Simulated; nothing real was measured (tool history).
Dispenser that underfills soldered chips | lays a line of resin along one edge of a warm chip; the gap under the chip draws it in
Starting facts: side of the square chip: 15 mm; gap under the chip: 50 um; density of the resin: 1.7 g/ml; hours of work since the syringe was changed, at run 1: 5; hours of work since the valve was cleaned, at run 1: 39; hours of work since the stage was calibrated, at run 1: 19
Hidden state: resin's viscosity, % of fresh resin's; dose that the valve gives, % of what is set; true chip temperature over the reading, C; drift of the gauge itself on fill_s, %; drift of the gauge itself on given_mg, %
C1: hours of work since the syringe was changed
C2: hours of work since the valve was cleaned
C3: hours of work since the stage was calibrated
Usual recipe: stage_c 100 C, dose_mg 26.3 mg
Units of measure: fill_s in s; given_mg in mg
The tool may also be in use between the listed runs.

run 1 hour=0.0 | stage_c=100 dose_mg=26.3 | C1=5 C2=39 C3=19 | fill_s=296.7 given_mg=25.45
run 2 hour=2.3 | stage_c=100 dose_mg=33.4 | C1=7 C2=41 C3=20 | fill_s=298.9 given_mg=32.39
-- hour=3.9 new syringe of resin
run 3 hour=8.1 | stage_c=100 dose_mg=26.3 | C1=3 C2=45 C3=24 | fill_s=255.5 given_mg=25.39
run 4 hour=12.2 | stage_c=100 dose_mg=25.6 | C1=5 C2=47 C3=27 | fill_s=285.6 given_mg=24.74
-- hour=13.6 dispensing valve cleaned and set on the balance
-- hour=17.0 new syringe of resin
run 5 hour=17.3 | stage_c=100 dose_mg=25.6 | C1=0 C2=2 C3=29 | fill_s=225.6 given_mg=25.43
run 6 hour=22.0 | stage_c=100 dose_mg=26.3 | C1=3 C2=5 C3=32 | fill_s=256.4 given_mg=26.12
run 7 hour=25.4 | stage_c=100 dose_mg=26.3 | C1=5 C2=8 C3=35 | fill_s=289.6 given_mg=26.05
run 8 hour=28.7 | stage_c=100 dose_mg=26.3 | C1=8 C2=10 C3=37 | fill_s=313.3 given_mg=25.97
-- hour=29.3 new syringe of resin
run 9 hour=32.4 | stage_c=110 dose_mg=26.3 | C1=2 C2=12 C3=39 | fill_s=160.1 given_mg=25.92
run 10 hour=34.7 | stage_c=100 dose_mg=26.3 | C1=4 C2=13 C3=40 | fill_s=271.7 given_mg=25.81
run 11 hour=37.9 | stage_c=100 dose_mg=26.3 | C1=6 C2=16 C3=43 | fill_s=291.9 given_mg=25.86
-- hour=41.6 new syringe of resin
run 12 hour=43.1 | stage_c=106 dose_mg=29.4 | C1=1 C2=19 C3=46 | fill_s=181.6 given_mg=28.86
run 13 hour=46.9 | stage_c=86 dose_mg=25.1 | C1=4 C2=21 C3=48 | fill_s=533.6 given_mg=24.63
run 14 hour=50.0 | stage_c=86 dose_mg=25.1 | C1=6 C2=23 C3=50 | fill_s=581.9 given_mg=24.51
-- hour=53.8 new syringe of resin
run 15 hour=55.6 | stage_c=105 dose_mg=27.3 | C1=1 C2=27 C3=54 | fill_s=192.2 given_mg=26.65
run 16 hour=59.6 | stage_c=91 dose_mg=27.3 | C1=4 C2=29 C3=56 | fill_s=412.6 given_mg=26.53

What will run 17 give?
run 17 hour=63.5 | stage_c=100 dose_mg=29.3 | C1=6 C2=32 C3=59 | fill_s=? given_mg=?

fill_s: 300.8 s
given_mg: 28.42 mg
The same run, on a tool lacking any hidden state, would have yielded fill_s 223.9 s, given_mg 29.29 mg.
